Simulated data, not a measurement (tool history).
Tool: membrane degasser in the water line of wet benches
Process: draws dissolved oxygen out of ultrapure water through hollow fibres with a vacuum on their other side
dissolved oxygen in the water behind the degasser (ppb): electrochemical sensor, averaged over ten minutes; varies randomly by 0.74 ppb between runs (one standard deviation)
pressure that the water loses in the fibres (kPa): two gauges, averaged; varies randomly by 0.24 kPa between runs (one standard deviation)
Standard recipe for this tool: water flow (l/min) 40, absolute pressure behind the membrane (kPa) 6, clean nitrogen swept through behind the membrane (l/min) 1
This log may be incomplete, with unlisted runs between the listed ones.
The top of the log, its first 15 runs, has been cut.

run,hour,water flow (l/min),absolute pressure behind the membrane (kPa),clean nitrogen swept through behind the membrane (l/min),hours since the membrane was changed,hours since the vacuum gauge was calibrated,hours since the vacuum lines were made tight,dissolved oxygen in the water behind the degasser (ppb),pressure that the water loses in the fibres (kPa)
16,2421.7,40,5.48,1,6368,3515,2461,189.9,66.36
# hour 2521.6: vacuum gauge calibrated
17,2531.3,40,6.5,1,6477,10,2570,266.3,65.63
18,2727.3,48,6.83,0.75,6673,206,2766,410.8,79.02
19,2829.3,47,7.45,0.46,6775,308,2868,642,77.79
20,2962.6,55,12.61,1.39,6908,441,3001,710.9,91.04
21,3158.3,55,12.61,1.39,7104,637,3197,708.9,90.95
22,3369.3,59,4.65,1.75,7315,848,3408,117.3,98.15
23,3603.3,63,6,0.76,7549,1082,3642,393.4,105.1
24,3754.6,44,6,0.46,7700,1233,3793,420.5,73.5
25,3863,40,6,0.54,7809,1341,3902,354.7,66.55
26,4075.4,40,6,0.57,8021,1554,4114,345.7,66.86
27,4201.1,40,6,0.57,8147,1680,4240,346.6,67.28
28,4372,40,6,0.57,8318,1850,4411,345.4,67.23
29,4535.1,40,3.97,0.57,8481,2014,4574,108.8,67.57
30,4762.3,38,4.05,0.97,8708,2241,4801,77.7,64.34
31,4859.2,63,4.05,2.43,8805,2338,4898,69.2,106.42
32,4998.8,60,6,1.69,8945,2477,5037,221.8,102.3

4 ways to go on from here, each from the tool as it stands after run 32. What would each give?
A,5146.6,35,6,2.47,9092,2625,5185,?,?
B,5146.6,60,6,1.88,9092,2625,5185,?,?
C,5146.6,26,12.92,1,9092,2625,5185,?,?
D,5146.6,24,6,1.69,9092,2625,5185,?,?

run,dissolved oxygen in the water behind the degasser (ppb),pressure that the water loses in the fibres (kPa)
A,96.5,59.68
B,204.3,102
C,523,44.25
D,95.1,40.53
Had the tool no hidden state, the same runs would have come out as:
run,dissolved oxygen in the water behind the degasser (ppb),pressure that the water loses in the fibres (kPa)
A,91.4,54.38
B,190.6,92.92
C,515.9,40.32
D,90.8,36.92
